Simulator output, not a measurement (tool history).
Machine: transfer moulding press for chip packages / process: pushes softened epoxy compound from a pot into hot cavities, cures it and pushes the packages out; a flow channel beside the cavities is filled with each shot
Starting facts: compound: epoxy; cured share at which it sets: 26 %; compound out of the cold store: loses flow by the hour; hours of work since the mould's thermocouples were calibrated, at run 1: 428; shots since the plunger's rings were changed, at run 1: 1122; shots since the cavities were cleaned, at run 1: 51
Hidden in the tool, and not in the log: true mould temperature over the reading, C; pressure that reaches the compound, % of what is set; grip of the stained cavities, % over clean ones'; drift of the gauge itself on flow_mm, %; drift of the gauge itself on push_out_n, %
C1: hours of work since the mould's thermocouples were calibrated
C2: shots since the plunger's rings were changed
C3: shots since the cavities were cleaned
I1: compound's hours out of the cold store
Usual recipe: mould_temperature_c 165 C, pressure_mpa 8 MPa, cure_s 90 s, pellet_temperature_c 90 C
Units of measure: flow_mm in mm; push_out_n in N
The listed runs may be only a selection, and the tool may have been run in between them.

run 1 day=0 | mould_temperature_c=165 pressure_mpa=8 cure_s=90 pellet_temperature_c=90 | C1=428 C2=1122 C3=51 | I1=27.8 | flow_mm=543 push_out_n=294
run 2 day=0.608 | mould_temperature_c=165 pressure_mpa=8 cure_s=90 pellet_temperature_c=82 | C1=438 C2=1318 C3=247 | I1=37 | flow_mm=515 push_out_n=306
run 3 day=1.108 | mould_temperature_c=165 pressure_mpa=8 cure_s=90 pellet_temperature_c=82 | C1=447 C2=1480 C3=409 | I1=19.8 | flow_mm=578 push_out_n=314
-- day=1.246 cavities cleaned with cleaning compound and waxed
run 4 day=2.154 | mould_temperature_c=165 pressure_mpa=8 cure_s=90 pellet_temperature_c=82 | C1=464 C2=1796 C3=292 | I1=26.8 | flow_mm=546 push_out_n=317
-- day=2.721 cavities cleaned with cleaning compound and waxed
run 5 day=3.104 | mould_temperature_c=165 pressure_mpa=8 cure_s=90 pellet_temperature_c=82 | C1=480 C2=2082 C3=123 | I1=12.2 | flow_mm=610 push_out_n=325
-- day=4.146 cavities cleaned with cleaning compound and waxed
run 6 day=4.304 | mould_temperature_c=165 pressure_mpa=8 cure_s=90 pellet_temperature_c=82 | C1=500 C2=2449 C3=52 | I1=21.2 | flow_mm=582 push_out_n=320
run 7 day=5.196 | mould_temperature_c=165 pressure_mpa=8 cure_s=90 pellet_temperature_c=82 | C1=516 C2=2736 C3=339 | I1=23.2 | flow_mm=576 push_out_n=311
-- day=5.592 cavities cleaned with cleaning compound and waxed
run 8 day=6.383 | mould_temperature_c=160 pressure_mpa=8 cure_s=90 pellet_temperature_c=90 | C1=535 C2=3097 C3=254 | I1=47.7 | flow_mm=482 push_out_n=384
-- day=7.029 cavities cleaned with cleaning compound and waxed
run 9 day=7.125 | mould_temperature_c=160 pressure_mpa=8 cure_s=90 pellet_temperature_c=90 | C1=547 C2=3316 C3=30 | I1=15 | flow_mm=604 push_out_n=444
run 10 day=7.796 | mould_temperature_c=160 pressure_mpa=8 cure_s=90 pellet_temperature_c=90 | C1=559 C2=3533 C3=247 | I1=44.2 | flow_mm=490 push_out_n=383
-- day=8.462 cavities cleaned with cleaning compound and waxed
run 11 day=8.571 | mould_temperature_c=160 pressure_mpa=8 cure_s=90 pellet_temperature_c=90 | C1=572 C2=3762 C3=34 | I1=30.2 | flow_mm=542 push_out_n=413
run 12 day=9.642 | mould_temperature_c=160 pressure_mpa=8 cure_s=90 pellet_temperature_c=90 | C1=590 C2=4107 C3=379 | I1=40.6 | flow_mm=502 push_out_n=384
-- day=9.917 cavities cleaned with cleaning compound and waxed
run 13 day=10.608 | mould_temperature_c=160 pressure_mpa=8 cure_s=90 pellet_temperature_c=90 | C1=606 C2=4398 C3=223 | I1=38.8 | flow_mm=510 push_out_n=392
-- day=11.321 cavities cleaned with cleaning compound and waxed
run 14 day=11.7 | mould_temperature_c=159 pressure_mpa=8 cure_s=90 pellet_temperature_c=90 | C1=624 C2=4730 C3=123 | I1=19.3 | flow_mm=587 push_out_n=458
run 15 day=12.583 | mould_temperature_c=165 pressure_mpa=8 cure_s=79 pellet_temperature_c=90 | C1=640 C2=5015 C3=408 | I1=19.9 | flow_mm=568 push_out_n=430
-- day=12.796 cavities cleaned with cleaning compound and waxed
-- day=13.229 plunger's sealing rings changed
run 16 day=13.596 | mould_temperature_c=165 pressure_mpa=6.77 cure_s=113 pellet_temperature_c=90 | C1=655 C2=119 C3=224 | I1=9.8 | flow_mm=572 push_out_n=241

The next listed run, before its measurement:
-- day=14.35 cavities cleaned with cleaning compound and waxed
run 17 day=14.729 | mould_temperature_c=171 pressure_mpa=8.37 cure_s=99 pellet_temperature_c=90 | C1=674 C2=463 C3=121 | I1=14.5 | flow_mm=? push_out_n=?

Run 17 gave flow_mm 591 mm, push_out_n 226 N.
If the tool had no hidden condition, the same run with the same run-to-run variation would have returned flow_mm 591 mm, push_out_n 224 N.
